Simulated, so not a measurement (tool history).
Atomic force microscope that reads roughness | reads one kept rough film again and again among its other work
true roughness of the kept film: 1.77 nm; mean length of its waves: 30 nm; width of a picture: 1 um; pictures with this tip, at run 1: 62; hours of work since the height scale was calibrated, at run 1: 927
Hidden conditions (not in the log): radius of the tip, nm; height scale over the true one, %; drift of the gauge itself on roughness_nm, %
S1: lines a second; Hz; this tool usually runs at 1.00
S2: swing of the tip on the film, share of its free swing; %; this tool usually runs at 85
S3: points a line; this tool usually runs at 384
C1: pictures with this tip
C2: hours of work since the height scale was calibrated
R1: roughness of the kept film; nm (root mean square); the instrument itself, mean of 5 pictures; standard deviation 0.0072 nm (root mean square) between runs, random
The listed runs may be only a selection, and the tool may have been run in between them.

Run 1, hour 0.0: usual settings; C1 62; C2 927. Result: R1 1.296 nm (root mean square).
At hour 24.7: new tip fitted.
Run 2, hour 28.9: usual settings; C1 8; C2 944. Result: R1 1.461 nm (root mean square).
Run 3, hour 53.3: usual settings; C1 56; C2 959. Result: R1 1.342 nm (root mean square).
Run 4, hour 75.6: usual settings; C1 100; C2 972. Result: R1 1.242 nm (root mean square).
At hour 81.1: new tip fitted.
Run 5, hour 107.4: usual settings but S3 497; C1 52; C2 991. Result: R1 1.351 nm (root mean square).
Run 6, hour 132.4: usual settings but S3 497; C1 101; C2 1007. Result: R1 1.256 nm (root mean square).
At hour 139.8: new tip fitted.
Run 7, hour 169.0: usual settings but S1 1.66 Hz, S3 497; C1 57; C2 1028. Result: R1 1.253 nm (root mean square).
At hour 198.0: new tip fitted.
Run 8, hour 199.3: usual settings but S1 0.52 Hz; C1 2; C2 1047. Result: R1 1.540 nm (root mean square).
Run 9, hour 225.5: usual settings; C1 54; C2 1063. Result: R1 1.339 nm (root mean square).
Run 10, hour 246.9: usual settings; C1 96; C2 1075. Result: R1 1.269 nm (root mean square).
At hour 256.0: new tip fitted.
Run 11, hour 281.8: usual settings; C1 51; C2 1096. Result: R1 1.364 nm (root mean square).
Run 12, hour 306.0: usual settings; C1 99; C2 1111. Result: R1 1.256 nm (root mean square).
At hour 312.7: new tip fitted.
Run 13, hour 334.8: usual settings; C1 44; C2 1128. Result: R1 1.358 nm (root mean square).
Run 14, hour 358.6: usual settings but S1 1.90 Hz; C1 91; C2 1143. Result: R1 1.155 nm (root mean square).
At hour 371.5: new tip fitted.
Run 15, hour 374.6: usual settings but S1 1.90 Hz; C1 6; C2 1152. Result: R1 1.338 nm (root mean square).
Run 16, hour 402.5: usual settings but S1 1.90 Hz; C1 61; C2 1169. Result: R1 1.195 nm (root mean square).
At hour 428.4: new tip fitted.
Run 17, hour 434.8: usual settings but S1 1.11 Hz; C1 12; C2 1189. Result: R1 1.431 nm (root mean square).
Run 18, hour 457.4: usual settings but S1 1.11 Hz; C1 57; C2 1202. Result: R1 1.325 nm (root mean square).
At hour 485.1: new tip fitted.
Run 19, hour 488.2: usual settings but S1 1.11 Hz; C1 6; C2 1221. Result: R1 1.444 nm (root mean square).
Run 20, hour 520.7: usual settings but S1 1.11 Hz; C1 70; C2 1240. Result: R1 1.279 nm (root mean square).
At hour 542.8: new tip fitted.
Run 21, hour 542.8: usual settings but S1 1.11 Hz; C1 0; C2 1254. Result: R1 1.450 nm (root mean square).
Run 22, hour 564.5: usual settings but S1 1.14 Hz; C1 42; C2 1267. Result: R1 1.355 nm (root mean square).
Run 23, hour 596.6: usual settings but S1 1.14 Hz, S2 78 %; C1 106; C2 1286. Result: R1 1.273 nm (root mean square).
At hour 600.1: new tip fitted.
Run 24, hour 625.7: usual settings but S1 1.05 Hz, S2 68 %, S3 995; C1 50; C2 1304. Result: R1 1.441 nm (root mean square).
At hour 658.0: new tip fitted.
Run 25, hour 660.0: usual settings but S1 1.05 Hz, S2 68 %, S3 995; C1 4; C2 1324. Result: R1 1.558 nm (root mean square).
Run 26, hour 693.7: usual settings but S1 1.05 Hz, S2 68 %, S3 995; C1 70; C2 1345. Result: R1 1.402 nm (root mean square).
Run 27, hour 709.5: usual settings but S1 2.41 Hz, S2 84 %, S3 450; C1 102; C2 1354. Result: R1 1.111 nm (root mean square).
At hour 715.6: new tip fitted.
Run 28, hour 727.0: usual settings but S1 2.41 Hz, S2 84 %, S3 450; C1 22; C2 1365. Result: R1 1.244 nm (root mean square).
At hour 731.1: height scale calibrated on a step standard.
Run 29, hour 743.5: usual settings but S2 77 %, S3 382; C1 53; C2 8. Result: R1 1.380 nm (root mean square).
At hour 773.0: new tip fitted.
Run 30, hour 778.4: usual settings but S1 0.80 Hz, S2 72 %, S3 355; C1 11; C2 28. Result: R1 1.511 nm (root mean square).
Run 31, hour 798.2: usual settings but S1 0.80 Hz, S2 72 %, S3 355; C1 50; C2 40. Result: R1 1.419 nm (root mean square).
Run 32, hour 816.3: usual settings but S1 2.16 Hz; C1 86; C2 51. Result: R1 1.122 nm (root mean square).
At hour 830.9: new tip fitted.
Run 33, hour 833.6: usual settings but S1 2.16 Hz, S3 487; C1 6; C2 62. Result: R1 1.300 nm (root mean square).
Run 34, hour 871.5: usual settings but S1 2.16 Hz, S3 487; C1 80; C2 85. Result: R1 1.134 nm (root mean square).
At hour 887.6: new tip fitted.
Run 35, hour 904.7: usual settings but S2 74 %, S3 428; C1 34; C2 105. Result: R1 1.446 nm (root mean square).
At hour 908.3: height scale calibrated on a step standard, once more.
Run 36, hour 940.8: usual settings but S1 3.64 Hz, S2 74 %, S3 428; C1 103; C2 20. Result: R1 1.133 nm (root mean square).
At hour 945.6: new tip fitted.
Run 37, hour 965.6: usual settings but S1 0.93 Hz; C1 39; C2 35. Result: R1 1.420 nm (root mean square).
At hour 1002.3: new tip fitted.
Run 38, hour 1003.6: usual settings but S1 1.23 Hz, S2 84 %, S3 265; C1 2; C2 57. Result: R1 1.447 nm (root mean square).
Run 39, hour 1029.1: usual settings but S1 1.23 Hz, S2 84 %, S3 265; C1 53; C2 73. Result: R1 1.328 nm (root mean square).
At hour 1059.6: new tip fitted.
Run 40, hour 1067.2: usual settings but S1 3.02 Hz, S2 60 %; C1 15; C2 96. Result: R1 1.479 nm (root mean square).
Run 41, hour 1085.7: usual settings but S1 3.02 Hz, S2 60 %; C1 51; C2 107. Result: R1 1.383 nm (root mean square).
At hour 1116.1: new tip fitted.
Run 42, hour 1116.5: usual settings but S1 3.02 Hz, S2 60 %; C1 0; C2 125. Result: R1 1.523 nm (root mean square).
Run 43, hour 1146.6: usual settings but S1 3.02 Hz, S2 60 %; C1 60; C2 144. Result: R1 1.378 nm (root mean square).
Run 44, hour 1163.6: usual settings but S1 0.79 Hz, S2 59 %; C1 93; C2 154. Result: R1 1.399 nm (root mean square).
At hour 1173.7: new tip fitted.
Run 45, hour 1192.0: usual settings but S1 0.79 Hz, S2 71 %; C1 36; C2 171. Result: R1 1.498 nm (root mean square).

Across each entry between runs, compare the hidden state at the last listed run before it with the hidden state at the first listed run after it:
Runs 1 to 2: new tip fitted (hour 24.7)
  radius of the tip, nm: 23.8 -> 8.7; height scale over the true one, %: -1.09 -> -1.11
  the result without the hidden state subtracted from the measured one, R1: -0.177 -> -0.035 nm (root mean square)
Runs 4 to 5: new tip fitted (hour 81.1)
  radius of the tip, nm: 31.3 -> 20.6; height scale over the true one, %: -1.15 -> -1.17
  the result without the hidden state subtracted from the measured one, R1: -0.240 -> -0.153 nm (root mean square)
Runs 6 to 7: new tip fitted (hour 139.8)
  radius of the tip, nm: 31.4 -> 20.6; height scale over the true one, %: -1.19 -> -1.21
  the result without the hidden state subtracted from the measured one, R1: -0.244 -> -0.143 nm (root mean square)
Runs 7 to 8: new tip fitted (hour 198.0)
  radius of the tip, nm: 20.6 -> 7.7; height scale over the true one, %: -1.21 -> -1.23
  the result without the hidden state subtracted from the measured one, R1: -0.143 -> -0.028 nm (root mean square)
Runs 10 to 11: new tip fitted (hour 256.0)
  radius of the tip, nm: 29.4 -> 18.2; height scale over the true one, %: -1.27 -> -1.3
  the result without the hidden state subtracted from the measured one, R1: -0.228 -> -0.131 nm (root mean square)
Runs 12 to 13: new tip fitted (hour 312.7)
  radius of the tip, nm: 30.3 -> 17.7; height scale over the true one, %: -1.31 -> -1.33
  the result without the hidden state subtracted from the measured one, R1: -0.235 -> -0.127 nm (root mean square)
Runs 14 to 15: new tip fitted (hour 371.5)
  radius of the tip, nm: 29.4 -> 8.6; height scale over the true one, %: -1.35 -> -1.36
  the result without the hidden state subtracted from the measured one, R1: -0.207 -> -0.034 nm (root mean square)
Runs 16 to 17: new tip fitted (hour 428.4)
  radius of the tip, nm: 22.5 -> 9.8; height scale over the true one, %: -1.38 -> -1.4
  the result without the hidden state subtracted from the measured one, R1: -0.156 -> -0.051 nm (root mean square)
Runs 18 to 19: new tip fitted (hour 485.1)
  radius of the tip, nm: 20.4 -> 8.5; height scale over the true one, %: -1.42 -> -1.44
  the result without the hidden state subtracted from the measured one, R1: -0.151 -> -0.038 nm (root mean square)
Runs 20 to 21: new tip fitted (hour 542.8)
  radius of the tip, nm: 23.9 -> 7; height scale over the true one, %: -1.46 -> -1.48
  the result without the hidden state subtracted from the measured one, R1: -0.182 -> -0.022 nm (root mean square)
Runs 23 to 24: new tip fitted (hour 600.1)
  radius of the tip, nm: 31.3 -> 19.9; height scale over the true one, %: -1.51 -> -1.53
  the result without the hidden state subtracted from the measured one, R1: -0.251 -> -0.161 nm (root mean square)
Runs 24 to 25: new tip fitted (hour 658.0)
  radius of the tip, nm: 19.9 -> 7.9; height scale over the true one, %: -1.53 -> -1.56
  the result without the hidden state subtracted from the measured one, R1: -0.161 -> -0.034 nm (root mean square)
Runs 27 to 28: new tip fitted (hour 715.6)
  radius of the tip, nm: 30.9 -> 13.3; height scale over the true one, %: -1.59 -> -1.6
  the result without the hidden state subtracted from the measured one, R1: -0.216 -> -0.078 nm (root mean square)
Runs 28 to 29: height scale calibrated on a step standard (hour 731.1)
  radius of the tip, nm: 13.3 -> 21.1; height scale over the true one, %: -1.6 -> -2.16
  the result without the hidden state subtracted from the measured one, R1: -0.078 -> -0.176 nm (root mean square)
Runs 29 to 30: new tip fitted (hour 773.0)
  radius of the tip, nm: 21.1 -> 10.7; height scale over the true one, %: -2.16 -> -2.18
  the result without the hidden state subtracted from the measured one, R1: -0.176 -> -0.076 nm (root mean square)
Runs 32 to 33: new tip fitted (hour 830.9)
  radius of the tip, nm: 29.2 -> 8.7; height scale over the true one, %: -2.21 -> -2.22
  the result without the hidden state subtracted from the measured one, R1: -0.214 -> -0.046 nm (root mean square)
Runs 34 to 35: new tip fitted (hour 887.6)
  radius of the tip, nm: 27.2 -> 15.3; height scale over the true one, %: -2.25 -> -2.27
  the result without the hidden state subtracted from the measured one, R1: -0.199 -> -0.125 nm (root mean square)
Runs 35 to 36: height scale calibrated on a step standard, once more (hour 908.3)
  radius of the tip, nm: 15.3 -> 30.8; height scale over the true one, %: -2.27 -> -0.14
  the result without the hidden state subtracted from the measured one, R1: -0.125 -> -0.201 nm (root mean square)
Runs 36 to 37: new tip fitted (hour 945.6)
  radius of the tip, nm: 30.8 -> 15.9; height scale over the true one, %: -0.14 -> -0.16
  the result without the hidden state subtracted from the measured one, R1: -0.201 -> -0.095 nm (root mean square)
Runs 37 to 38: new tip fitted (hour 1002.3)
  radius of the tip, nm: 15.9 -> 7.5; height scale over the true one, %: -0.16 -> -0.19
  the result without the hidden state subtracted from the measured one, R1: -0.095 -> -0.008 nm (root mean square)
Runs 39 to 40: new tip fitted (hour 1059.6)
  radius of the tip, nm: 19.3 -> 11.6; height scale over the true one, %: -0.2 -> -0.23
  the result without the hidden state subtracted from the measured one, R1: -0.125 -> -0.054 nm (root mean square)
Runs 41 to 42: new tip fitted (hour 1116.1)
  radius of the tip, nm: 20 -> 7.3; height scale over the true one, %: -0.24 -> -0.26
  the result without the hidden state subtracted from the measured one, R1: -0.136 -> -0.008 nm (root mean square)
Runs 44 to 45: new tip fitted (hour 1173.7)
  radius of the tip, nm: 29.1 -> 16; height scale over the true one, %: -0.3 -> -0.31
  the result without the hidden state subtracted from the measured one, R1: -0.232 -> -0.104 nm (root mean square)
